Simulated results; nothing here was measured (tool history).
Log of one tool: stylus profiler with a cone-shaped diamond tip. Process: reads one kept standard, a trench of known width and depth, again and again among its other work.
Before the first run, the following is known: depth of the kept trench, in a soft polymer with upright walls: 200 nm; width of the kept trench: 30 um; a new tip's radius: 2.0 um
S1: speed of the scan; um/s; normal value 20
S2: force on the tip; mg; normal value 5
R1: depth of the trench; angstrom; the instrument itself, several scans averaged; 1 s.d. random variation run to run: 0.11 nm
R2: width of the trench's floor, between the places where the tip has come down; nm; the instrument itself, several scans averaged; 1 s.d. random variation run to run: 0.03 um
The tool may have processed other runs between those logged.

{"run": 1, "hour": 0.0, "S1": 20, "S2": 5, "R1": 2047.7, "R2": 27900}
{"run": 2, "hour": 40.7, "S1": 14, "S2": 5, "R1": 2048.5, "R2": 27980}
{"run": 3, "hour": 74.1, "S1": 14, "S2": 5, "R1": 2046.7, "R2": 27950}
{"run": 4, "hour": 136.7, "S1": 20, "S2": 8.79, "R1": 2069.4, "R2": 27990}
{"run": 5, "hour": 203.4, "S1": 20, "S2": 8.79, "R1": 2071.2, "R2": 27950}
{"run": 6, "hour": 236.8, "S1": 20, "S2": 8.79, "R1": 2068.3, "R2": 27900}
{"run": 7, "hour": 311.1, "S1": 21, "S2": 5, "R1": 2046.4, "R2": 27850}
{"run": 8, "hour": 362.3, "S1": 21, "S2": 5, "R1": 2045.2, "R2": 27890}
{"run": 9, "hour": 413.4, "S1": 24, "S2": 5, "R1": 2046.1, "R2": 27830}
{"run": 10, "hour": 453.4, "S1": 8, "S2": 5, "R1": 2046.4, "R2": 27920}
{"run": 11, "hour": 508.0, "S1": 8, "S2": 5, "R1": 2044.9, "R2": 27850}
{"run": 12, "hour": 578.5, "S1": 20, "S2": 5, "R1": 2044.9, "R2": 27840}
{"run": 13, "hour": 614.4, "S1": 20, "S2": 5, "R1": 2047.7, "R2": 27870}
{"run": 14, "hour": 677.7, "S1": 41, "S2": 5, "R1": 2044.7, "R2": 27740}
{"run": 15, "hour": 714.0, "S1": 41, "S2": 5, "R1": 2045.6, "R2": 27760}
{"run": 16, "hour": 758.3, "S1": 36, "S2": 5, "R1": 2044.3, "R2": 27720}
{"run": 17, "hour": 812.8, "S1": 36, "S2": 3.04, "R1": 2031, "R2": 27680}
{"run": 18, "hour": 859.6, "S1": 20, "S2": 5, "R1": 2044.8, "R2": 27750}
{"run": 19, "hour": 893.6, "S1": 20, "S2": 5, "R1": 2043.8, "R2": 27760}
{"run": 20, "hour": 960.0, "S1": 20, "S2": 9.87, "R1": 2072.8, "R2": 27750}
{"run": 21, "hour": 997.3, "S1": 20, "S2": 9.87, "R1": 2073.2, "R2": 27770}
{"run": 22, "hour": 1029.2, "S1": 20, "S2": 9.87, "R1": 2073.6, "R2": 27800}
{"run": 23, "hour": 1080.3, "S1": 20, "S2": 9.87, "R1": 2073, "R2": 27760}
{"run": 24, "hour": 1123.2, "S1": 20, "S2": 9.87, "R1": 2071.7, "R2": 27770}
{"run": 25, "hour": 1153.7, "S1": 33, "S2": 10.42, "R1": 2076.5, "R2": 27720}
{"hour": 1196.0, "done": "new tip fitted, height scale calibrated"}
{"run": 26, "hour": 1217.2, "S1": 33, "S2": 10.42, "R1": 2082.4, "R2": 28150}
{"run": 27, "hour": 1257.9, "S1": 56, "S2": 5.59, "R1": 2055.4, "R2": 28030}
{"run": 28, "hour": 1304.6, "S1": 20, "S2": 6.3, "R1": 2060.2, "R2": 28160}
{"run": 29, "hour": 1365.1, "S1": 13, "S2": 8.59, "R1": 2072.3, "R2": 28160}
{"run": 30, "hour": 1417.6, "S1": 74, "S2": 2.46, "R1": 2030.7, "R2": 27840}
{"run": 31, "hour": 1465.6, "S1": 23, "S2": 3.92, "R1": 2044, "R2": 28140}
{"run": 32, "hour": 1527.4, "S1": 60, "S2": 14.09, "R1": 2099, "R2": 28080}
{"run": 33, "hour": 1564.4, "S1": 60, "S2": 14.09, "R1": 2099, "R2": 28060}
{"run": 34, "hour": 1595.4, "S1": 38, "S2": 14.09, "R1": 2098.9, "R2": 28120}
{"run": 35, "hour": 1635.2, "S1": 20, "S2": 3.57, "R1": 2038.8, "R2": 28060}
{"run": 36, "hour": 1708.6, "S1": 10, "S2": 9.54, "R1": 2077.2, "R2": 28140}
{"run": 37, "hour": 1767.4, "S1": 10, "S2": 9.54, "R1": 2076.1, "R2": 28090}
{"run": 38, "hour": 1824.1, "S1": 27, "S2": 11.82, "R1": 2089.4, "R2": 28050}
{"run": 39, "hour": 1858.8, "S1": 23, "S2": 11.82, "R1": 2088.9, "R2": 28100}
{"run": 40, "hour": 1912.4, "S1": 28, "S2": 6.82, "R1": 2061.2, "R2": 28000}
{"run": 41, "hour": 1984.7, "S1": 53, "S2": 3.57, "R1": 2039.1, "R2": 27860}
{"run": 42, "hour": 2030.9, "S1": 6, "S2": 5.7, "R1": 2052.6, "R2": 28060}
{"run": 43, "hour": 2063.3, "S1": 32, "S2": 1.68, "R1": 2019.4, "R2": 27930}
{"run": 44, "hour": 2121.6, "S1": 32, "S2": 1.68, "R1": 2020, "R2": 27870}
{"run": 45, "hour": 2175.6, "S1": 32, "S2": 1.68, "R1": 2021.1, "R2": 27840}
{"run": 46, "hour": 2233.7, "S1": 32, "S2": 1.68, "R1": 2022.2, "R2": 27870}
{"run": 47, "hour": 2268.5, "S1": 32, "S2": 1.68, "R1": 2019.3, "R2": 27810}

Forecast each of these 3 alternatives for the next run:
{"run": "A", "hour": 2322.3, "S1": 13, "S2": 6.02, "R1": "?", "R2": "?"}
{"run": "B", "hour": 2322.3, "S1": 37, "S2": 4.73, "R1": "?", "R2": "?"}
{"run": "C", "hour": 2322.3, "S1": 15, "S2": 5, "R1": "?", "R2": "?"}

run=A R1=2053.3 R2=27970
run=B R1=2044.7 R2=27910
run=C R1=2047.1 R2=28000
With no hidden state in the tool, these same runs would have given:
run=A R1=2057.2 R2=28230
run=B R1=2048.5 R2=28160
run=C R1=2050.9 R2=28260
